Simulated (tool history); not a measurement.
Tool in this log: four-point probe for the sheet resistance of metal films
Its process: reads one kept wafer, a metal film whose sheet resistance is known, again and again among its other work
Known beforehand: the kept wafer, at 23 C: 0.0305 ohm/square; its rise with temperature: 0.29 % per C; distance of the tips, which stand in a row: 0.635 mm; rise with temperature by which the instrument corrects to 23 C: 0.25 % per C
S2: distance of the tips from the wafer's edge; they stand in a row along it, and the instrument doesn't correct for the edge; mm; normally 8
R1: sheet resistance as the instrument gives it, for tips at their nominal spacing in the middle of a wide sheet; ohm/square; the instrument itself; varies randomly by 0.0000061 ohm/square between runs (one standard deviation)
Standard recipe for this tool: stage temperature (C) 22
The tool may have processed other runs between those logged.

{"run": 1, "day": 0.0, "stage temperature (C)": 22, "S2": 8, "R1": 0.030605}
{"run": 2, "day": 0.567, "stage temperature (C)": 22, "S2": 8, "R1": 0.03059}
{"run": 3, "day": 0.933, "stage temperature (C)": 22, "S2": 74, "R1": 0.030501}
{"run": 4, "day": 1.65, "stage temperature (C)": 22, "S2": 74, "R1": 0.030483}
{"run": 5, "day": 2.308, "stage temperature (C)": 22, "S2": 74, "R1": 0.030489}
{"run": 6, "day": 3.025, "stage temperature (C)": 22, "S2": 74, "R1": 0.030499}
{"run": 7, "day": 3.625, "stage temperature (C)": 22, "S2": 5, "R1": 0.030744}
{"run": 8, "day": 4.062, "stage temperature (C)": 22, "S2": 8, "R1": 0.030604}
{"run": 9, "day": 4.775, "stage temperature (C)": 22, "S2": 8, "R1": 0.030603}
{"run": 10, "day": 5.162, "stage temperature (C)": 22, "S2": 8, "R1": 0.030594}
{"run": 11, "day": 5.862, "stage temperature (C)": 35, "S2": 8, "R1": 0.030754}
{"run": 12, "day": 6.408, "stage temperature (C)": 35, "S2": 8, "R1": 0.030747}
{"run": 13, "day": 7.058, "stage temperature (C)": 32, "S2": 8, "R1": 0.030723}
{"run": 14, "day": 7.546, "stage temperature (C)": 21, "S2": 22, "R1": 0.030494}
{"run": 15, "day": 7.933, "stage temperature (C)": 26, "S2": 3, "R1": 0.031258}
{"run": 16, "day": 8.6, "stage temperature (C)": 20, "S2": 4, "R1": 0.030877}
{"run": 17, "day": 9.188, "stage temperature (C)": 20, "S2": 4, "R1": 0.030878}
{"run": 18, "day": 9.729, "stage temperature (C)": 30, "S2": 3, "R1": 0.031299}
{"run": 19, "day": 10.304, "stage temperature (C)": 22, "S2": 15, "R1": 0.030521}
{"run": 20, "day": 10.792, "stage temperature (C)": 19, "S2": 74, "R1": 0.030444}
{"run": 21, "day": 11.204, "stage temperature (C)": 19, "S2": 74, "R1": 0.030458}
{"run": 22, "day": 11.779, "stage temperature (C)": 19, "S2": 74, "R1": 0.030445}
{"run": 23, "day": 12.225, "stage temperature (C)": 27, "S2": 4, "R1": 0.030955}

Consider 5 possible next runs. They are alternatives, not a sequence: every one starts from the tool as it was left by run 23. What does each give?
{"run": "A", "day": 12.525, "stage temperature (C)": 32, "S2": 56, "R1": "?"}
{"run": "B", "day": 12.525, "stage temperature (C)": 27, "S2": 14, "R1": "?"}
{"run": "C", "day": 12.525, "stage temperature (C)": 19, "S2": 8, "R1": "?"}
{"run": "D", "day": 12.525, "stage temperature (C)": 22, "S2": 47, "R1": "?"}
{"run": "E", "day": 12.525, "stage temperature (C)": 20, "S2": 4, "R1": "?"}

run=A R1=0.030616
run=B R1=0.030586
run=C R1=0.030555
run=D R1=0.030492
run=E R1=0.030875
Without the tool's hidden state the same runs would have given:
run=A R1=0.030615
run=B R1=0.030585
run=C R1=0.030555
run=D R1=0.030491
run=E R1=0.030874
